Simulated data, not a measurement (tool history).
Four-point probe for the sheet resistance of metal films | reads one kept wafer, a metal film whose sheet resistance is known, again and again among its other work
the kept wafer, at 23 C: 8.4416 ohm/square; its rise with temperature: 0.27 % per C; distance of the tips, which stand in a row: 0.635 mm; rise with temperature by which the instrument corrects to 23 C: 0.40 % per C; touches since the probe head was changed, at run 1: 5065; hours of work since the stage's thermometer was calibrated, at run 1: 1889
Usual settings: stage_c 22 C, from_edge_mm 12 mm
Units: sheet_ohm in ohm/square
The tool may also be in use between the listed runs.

run	hour	stage_c	from_edge_mm	touches since the probe head was changed	hours of work since the stage's thermometer was calibrated	sheet_ohm
1	0	22	12	5065	1889	8.461703
2	14.7	22	12	5525	1896	8.458598
3	30.5	22	12	6019	1904	8.459011
4	40.6	22	12	6336	1909	8.461413
# hour 48.5: stage's thermometer calibrated
5	48.5	22	12	6566	0	8.454472
6	56.6	22	12	6820	4	8.455128
7	67.8	22	21	7172	9	8.446057
8	76.3	22	12	7437	14	8.457852
# hour 79.4: stage's thermometer calibrated, once more
9	94.3	31	12	7983	7	8.369141
10	108.8	31	12	8436	14	8.371762
11	122.1	31	12	8854	21	8.372661
12	129.8	26	21	9093	25	8.414583
13	136.9	26	21	9315	28	8.415258
14	145.5	26	21	9585	32	8.417062
15	159.6	26	16	10026	39	8.419235
16	174.8	32	72	10502	47	8.352137
17	185.9	29	32	10848	52	8.38068
18	198.8	29	32	11253	58	8.380358
19	209.2	20	11	11577	63	8.491118
20	220.1	22	5	11917	69	8.52939
21	233.3	26	33	12331	75	8.415242
22	241.3	33	20	12581	79	8.345689

Some steps in sheet_ohm between neighbouring runs. How much of each would the tool show without its hidden state too (settings, what came in, random variation), and how much is left for the hidden state, with any gauge scatter that isn't in both results?
The hidden state here: inner tips' distance over the nominal, %; tips' flats over new ones', %; wafer's true temperature over the reading, C; drift of the gauge itself on sheet_ohm, %.
Run 4 -> 5: stage's thermometer calibrated. sheet_ohm -0.006941 ohm/square: hidden state -0.003962, all else -0.002979.
Run 8 -> 9: stage_c 22 -> 31, stage's thermometer calibrated, once more. sheet_ohm -0.088711 ohm/square: hidden state +0.011446, all else -0.100157.
Run 18 -> 19: stage_c 29 -> 20, from_edge_mm 32 -> 11. sheet_ohm +0.11076 ohm/square: hidden state +0.000168, all else +0.110592.
Run 20 -> 21: stage_c 22 -> 26, from_edge_mm 5 -> 33. sheet_ohm -0.114148 ohm/square: hidden state +0.000095, all else -0.114243.
